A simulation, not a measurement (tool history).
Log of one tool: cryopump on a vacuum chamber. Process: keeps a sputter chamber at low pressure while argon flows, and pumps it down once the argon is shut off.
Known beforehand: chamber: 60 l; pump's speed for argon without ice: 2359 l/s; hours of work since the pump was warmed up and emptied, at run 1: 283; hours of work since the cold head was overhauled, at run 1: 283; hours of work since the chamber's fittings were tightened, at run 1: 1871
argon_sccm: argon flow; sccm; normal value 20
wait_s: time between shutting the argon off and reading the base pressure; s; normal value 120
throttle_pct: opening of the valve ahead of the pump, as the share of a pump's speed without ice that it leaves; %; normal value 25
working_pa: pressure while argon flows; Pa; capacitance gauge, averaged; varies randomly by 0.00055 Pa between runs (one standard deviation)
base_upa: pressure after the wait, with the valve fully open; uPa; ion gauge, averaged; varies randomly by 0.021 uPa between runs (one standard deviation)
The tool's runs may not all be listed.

run	hour	argon_sccm	wait_s	throttle_pct	hours of work since the pump was warmed up and emptied	hours of work since the cold head was overhauled	hours of work since the chamber's fittings were tightened	working_pa	base_upa
1	0	20	120	25	283	283	1871	0.0595	1.52
2	24.2	20	120	25	298	298	1886	0.0593	1.51
3	45.6	20	120	25	311	311	1900	0.059	1.51
4	66.2	20	120	25	324	324	1912	0.0589	1.5
5	96.3	20	120	25	343	343	1931	0.0595	1.54
6	134.6	20	120	25	367	367	1955	0.0595	1.6
7	163.6	20	120	25	385	385	1973	0.0606	1.55
8	196.3	20	120	25	405	405	1994	0.0594	1.62
9	217	20	120	25	418	418	2006	0.0597	1.6
10	259.4	20	120	25	445	445	2033	0.0595	1.63
11	292.9	22	120	25	466	466	2054	0.065	1.66
12	324.2	22	120	25	485	485	2073	0.0667	1.7
13	352.9	22	120	25	503	503	2091	0.0661	1.74
14	374.5	22	120	25	516	516	2105	0.0661	1.75
15	415	20	120	25	542	542	2130	0.0607	1.73
16	447.1	20	120	25	562	562	2150	0.061	1.76
17	479.1	20	120	25	582	582	2170	0.0619	1.79
18	517.1	23	29	21	605	605	2194	0.0825	2.98
19	542.1	23	29	21	621	621	2209	0.0827	3.03
20	576.2	23	29	21	642	642	2230	0.0827	3.03
21	621	9	229	23	670	670	2258	0.0306	1.66
22	640.6	9	229	23	682	682	2271	0.0306	1.67
23	686.1	37	229	28	711	711	2299	0.1039	1.84
24	704.6	26	281	50	722	722	2310	0.0437	1.78
25	723	26	281	50	734	734	2322	0.0442	1.72
26	742.4	26	281	50	746	746	2334	0.044	1.77
27	762.2	26	281	50	758	758	2346	0.0446	1.79
28	782.3	26	281	50	771	771	2359	0.044	1.78
29	820.2	37	255	50	794	794	2382	0.0628	1.9
30	857	20	120	40	817	817	2405	0.041	2.05
31	876.5	20	32	22	829	829	2418	0.0717	3.16
32	914.8	28	25	49	853	853	2441	0.0498	3.56
33	943.1	22	100	25	871	871	2459	0.0701	2.29
34	966.3	22	100	25	885	885	2474	0.0711	2.31

3 options for the next run, each taken on its own from the tool as it stands now. Forecast them:
A	989.1	32	100	25	900	900	2488	?	?
B	989.1	20	120	20	900	900	2488	?	?
C	989.1	17	78	27	900	900	2488	?	?

run	working_pa	base_upa
A	0.1019	2.29
B	0.0787	2.22
C	0.0502	2.38
With no hidden state in the tool, these same runs would have given:
run	working_pa	base_upa
A	0.0916	0.6
B	0.0722	0.49
C	0.0448	0.7

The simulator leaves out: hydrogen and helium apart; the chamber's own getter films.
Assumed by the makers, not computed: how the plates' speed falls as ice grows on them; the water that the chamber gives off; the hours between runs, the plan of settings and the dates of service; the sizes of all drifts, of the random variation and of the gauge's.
